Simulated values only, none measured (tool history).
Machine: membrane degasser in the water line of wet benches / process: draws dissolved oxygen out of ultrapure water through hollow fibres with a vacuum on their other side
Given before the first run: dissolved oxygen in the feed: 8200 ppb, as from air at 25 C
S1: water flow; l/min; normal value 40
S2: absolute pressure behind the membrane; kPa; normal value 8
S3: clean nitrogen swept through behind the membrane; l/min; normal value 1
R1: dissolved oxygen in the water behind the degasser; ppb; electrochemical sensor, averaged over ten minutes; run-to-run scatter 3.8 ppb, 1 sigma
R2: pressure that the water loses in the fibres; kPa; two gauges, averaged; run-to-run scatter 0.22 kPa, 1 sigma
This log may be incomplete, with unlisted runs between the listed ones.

run 1 hour=0 | S1=40 S2=8 S3=1 | R1=393.4 R2=55.23
run 2 hour=46.6 | S1=40 S2=8 S3=2.06 | R1=222.7 R2=55.16
run 3 hour=103.3 | S1=40 S2=10.59 S3=2.06 | R1=328.1 R2=55.45
run 4 hour=173.7 | S1=40 S2=10.59 S3=2.06 | R1=330.8 R2=54.94
run 5 hour=217.8 | S1=40 S2=10.59 S3=2.06 | R1=333.1 R2=55.25
run 6 hour=283.9 | S1=40 S2=8.59 S3=1 | R1=441.4 R2=55.48
run 7 hour=338.1 | S1=40 S2=8.59 S3=1 | R1=438 R2=55.35
run 8 hour=422.1 | S1=30 S2=8 S3=1 | R1=320.1 R2=41.5
run 9 hour=471 | S1=40 S2=8 S3=1 | R1=397.4 R2=55.62
run 10 hour=552.2 | S1=40 S2=8 S3=1 | R1=399.6 R2=55.3
run 11 hour=595.3 | S1=31 S2=9.28 S3=0.65 | R1=547 R2=42.86
run 12 hour=682 | S1=31 S2=9.28 S3=0.65 | R1=552.2 R2=43.1
run 13 hour=720.5 | S1=31 S2=17.12 S3=0.65 | R1=1168.5 R2=43.02
run 14 hour=791.4 | S1=34 S2=7.66 S3=0.65 | R1=456.5 R2=47.46
run 15 hour=851.2 | S1=40 S2=4.89 S3=0.79 | R1=195.3 R2=56.24
run 16 hour=938.6 | S1=40 S2=5.2 S3=0.6 | R1=273.4 R2=55.61
run 17 hour=991.6 | S1=57 S2=6.99 S3=2.42 | R1=225 R2=79.84
run 18 hour=1028.8 | S1=56 S2=10.41 S3=1.65 | R1=510.1 R2=78.07
run 19 hour=1105.7 | S1=24 S2=5.06 S3=1.65 | R1=74.5 R2=33.73

How would selected steps in R1 from run to run divide? Give the signed amount a tool lacking its hidden state would still show from settings, what came in and random variation, and the signed amount left for the hidden state, including any gauge scatter that is not in both of the compared results.
Unlogged tool condition in this case: membrane still open, %; true pressure behind the membrane over the reading, kPa; air that leaks in behind the membrane, l/min; drift of the gauge itself on oxygen_ppb, %; drift of the gauge itself on loss_of_pressure_kpa, %.
Run 13 -> 14: S1 31 -> 34, S2 17.12 -> 7.66. R1 -712 ppb: hidden state +6, all else -718.
Run 16 -> 17: S1 40 -> 57, S2 5.2 -> 6.99, S3 0.6 -> 2.42. R1 -48.4 ppb: hidden state -18.4, all else -30.
